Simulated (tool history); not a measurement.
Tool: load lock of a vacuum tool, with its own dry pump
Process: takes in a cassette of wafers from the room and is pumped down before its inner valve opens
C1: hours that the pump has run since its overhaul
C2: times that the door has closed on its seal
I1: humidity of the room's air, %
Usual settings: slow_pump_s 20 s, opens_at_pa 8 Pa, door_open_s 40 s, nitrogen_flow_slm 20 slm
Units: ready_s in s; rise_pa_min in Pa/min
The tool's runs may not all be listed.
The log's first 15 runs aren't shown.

{"run": 16, "hour": 7126.7, "slow_pump_s": 20, "opens_at_pa": 8, "door_open_s": 40, "nitrogen_flow_slm": 39, "C1": 15548, "C2": 25641, "I1": 47.2, "ready_s": 32, "rise_pa_min": 0.243}
{"run": 17, "hour": 7510.5, "slow_pump_s": 20, "opens_at_pa": 8, "door_open_s": 40, "nitrogen_flow_slm": 20, "C1": 15931, "C2": 26069, "I1": 47.2, "ready_s": 32, "rise_pa_min": 0.262}
{"run": 18, "hour": 8049.4, "slow_pump_s": 20, "opens_at_pa": 8, "door_open_s": 40, "nitrogen_flow_slm": 20, "C1": 16470, "C2": 26670, "I1": 44.5, "ready_s": 31.8, "rise_pa_min": 0.267}
{"run": 19, "hour": 8372.6, "slow_pump_s": 20, "opens_at_pa": 8, "door_open_s": 40, "nitrogen_flow_slm": 20, "C1": 16794, "C2": 27031, "I1": 42.5, "ready_s": 31.9, "rise_pa_min": 0.264}
{"run": 20, "hour": 8871.8, "slow_pump_s": 20, "opens_at_pa": 8, "door_open_s": 26, "nitrogen_flow_slm": 41, "C1": 17293, "C2": 27588, "I1": 42.7, "ready_s": 31.9, "rise_pa_min": 0.259}
{"run": 21, "hour": 9464.2, "slow_pump_s": 20, "opens_at_pa": 8, "door_open_s": 26, "nitrogen_flow_slm": 41, "C1": 17885, "C2": 28249, "I1": 45.5, "ready_s": 32.2, "rise_pa_min": 0.259}
{"run": 22, "hour": 9915.1, "slow_pump_s": 20, "opens_at_pa": 8, "door_open_s": 26, "nitrogen_flow_slm": 41, "C1": 18336, "C2": 28752, "I1": 45.3, "ready_s": 32.1, "rise_pa_min": 0.276}
{"run": 23, "hour": 10336.3, "slow_pump_s": 20, "opens_at_pa": 8, "door_open_s": 26, "nitrogen_flow_slm": 41, "C1": 18757, "C2": 29222, "I1": 45.7, "ready_s": 31.7, "rise_pa_min": 0.286}
{"run": 24, "hour": 10952.6, "slow_pump_s": 12, "opens_at_pa": 7, "door_open_s": 130, "nitrogen_flow_slm": 20, "C1": 19374, "C2": 29910, "I1": 43.4, "ready_s": 25.3, "rise_pa_min": 0.341}
{"hour": 11467.0, "done": "dry pump taken out, an overhauled one fitted"}
{"run": 25, "hour": 11467.0, "slow_pump_s": 20, "opens_at_pa": 6, "door_open_s": 40, "nitrogen_flow_slm": 20, "C1": 0, "C2": 30477, "I1": 45.7, "ready_s": 31.2, "rise_pa_min": 0.317}
{"run": 26, "hour": 11764.7, "slow_pump_s": 27, "opens_at_pa": 6, "door_open_s": 40, "nitrogen_flow_slm": 14, "C1": 298, "C2": 30809, "I1": 44.5, "ready_s": 37.6, "rise_pa_min": 0.332}
{"run": 27, "hour": 12405.8, "slow_pump_s": 14, "opens_at_pa": 6, "door_open_s": 33, "nitrogen_flow_slm": 20, "C1": 939, "C2": 31525, "I1": 44.3, "ready_s": 26.1, "rise_pa_min": 0.333}
{"run": 28, "hour": 12782.7, "slow_pump_s": 14, "opens_at_pa": 6, "door_open_s": 33, "nitrogen_flow_slm": 20, "C1": 1316, "C2": 31945, "I1": 44.7, "ready_s": 26.2, "rise_pa_min": 0.335}
{"hour": 13247.1, "done": "door's seal changed, seat wiped"}
{"run": 29, "hour": 13339.6, "slow_pump_s": 32, "opens_at_pa": 16, "door_open_s": 42, "nitrogen_flow_slm": 45, "C1": 1871, "C2": 103, "I1": 45.5, "ready_s": 41, "rise_pa_min": 0.034}
{"run": 30, "hour": 13741.3, "slow_pump_s": 17, "opens_at_pa": 15, "door_open_s": 27, "nitrogen_flow_slm": 5, "C1": 2273, "C2": 551, "I1": 43.1, "ready_s": 27.5, "rise_pa_min": 0.054}
{"run": 31, "hour": 14335.7, "slow_pump_s": 17, "opens_at_pa": 7, "door_open_s": 27, "nitrogen_flow_slm": 15, "C1": 2867, "C2": 1214, "I1": 46.1, "ready_s": 28.5, "rise_pa_min": 0.046}
{"run": 32, "hour": 14630.0, "slow_pump_s": 17, "opens_at_pa": 7, "door_open_s": 27, "nitrogen_flow_slm": 15, "C1": 3161, "C2": 1543, "I1": 42.8, "ready_s": 28.6, "rise_pa_min": 0.041}
{"run": 33, "hour": 14960.0, "slow_pump_s": 17, "opens_at_pa": 14, "door_open_s": 136, "nitrogen_flow_slm": 15, "C1": 3492, "C2": 1911, "I1": 47.4, "ready_s": 28, "rise_pa_min": 0.109}
{"run": 34, "hour": 15552.1, "slow_pump_s": 39, "opens_at_pa": 8, "door_open_s": 40, "nitrogen_flow_slm": 20, "C1": 4084, "C2": 2571, "I1": 41.2, "ready_s": 48.6, "rise_pa_min": 0.054}
{"run": 35, "hour": 16050.3, "slow_pump_s": 20, "opens_at_pa": 8, "door_open_s": 40, "nitrogen_flow_slm": 31, "C1": 4582, "C2": 3127, "I1": 44.9, "ready_s": 31.3, "rise_pa_min": 0.05}
{"run": 36, "hour": 16598.7, "slow_pump_s": 15, "opens_at_pa": 13, "door_open_s": 40, "nitrogen_flow_slm": 31, "C1": 5130, "C2": 3739, "I1": 43, "ready_s": 26, "rise_pa_min": 0.053}
{"run": 37, "hour": 17133.9, "slow_pump_s": 15, "opens_at_pa": 13, "door_open_s": 40, "nitrogen_flow_slm": 31, "C1": 5665, "C2": 4336, "I1": 44.9, "ready_s": 26.1, "rise_pa_min": 0.057}
{"run": 38, "hour": 17719.3, "slow_pump_s": 23, "opens_at_pa": 8, "door_open_s": 40, "nitrogen_flow_slm": 5, "C1": 6251, "C2": 4990, "I1": 43.4, "ready_s": 34.1, "rise_pa_min": 0.078}

Forecast each of these 3 alternatives for the next run:
{"run": "A", "hour": 18353.7, "slow_pump_s": 19, "opens_at_pa": 6, "door_open_s": 146, "nitrogen_flow_slm": 5, "C1": 6885, "C2": 5697, "I1": 44, "ready_s": "?", "rise_pa_min": "?"}
{"run": "B", "hour": 18353.7, "slow_pump_s": 23, "opens_at_pa": 8, "door_open_s": 37, "nitrogen_flow_slm": 34, "C1": 6885, "C2": 5697, "I1": 46.4, "ready_s": "?", "rise_pa_min": "?"}
{"run": "C", "hour": 18353.7, "slow_pump_s": 20, "opens_at_pa": 8, "door_open_s": 170, "nitrogen_flow_slm": 20, "C1": 6885, "C2": 5697, "I1": 48.2, "ready_s": "?", "rise_pa_min": "?"}

run=A ready_s=31.1 rise_pa_min=0.141
run=B ready_s=34.3 rise_pa_min=0.058
run=C ready_s=31.6 rise_pa_min=0.125
Without the tool's hidden state the same runs would have given:
run=A ready_s=30.6 rise_pa_min=0.119
run=B ready_s=33.8 rise_pa_min=0.035
run=C ready_s=31.1 rise_pa_min=0.103

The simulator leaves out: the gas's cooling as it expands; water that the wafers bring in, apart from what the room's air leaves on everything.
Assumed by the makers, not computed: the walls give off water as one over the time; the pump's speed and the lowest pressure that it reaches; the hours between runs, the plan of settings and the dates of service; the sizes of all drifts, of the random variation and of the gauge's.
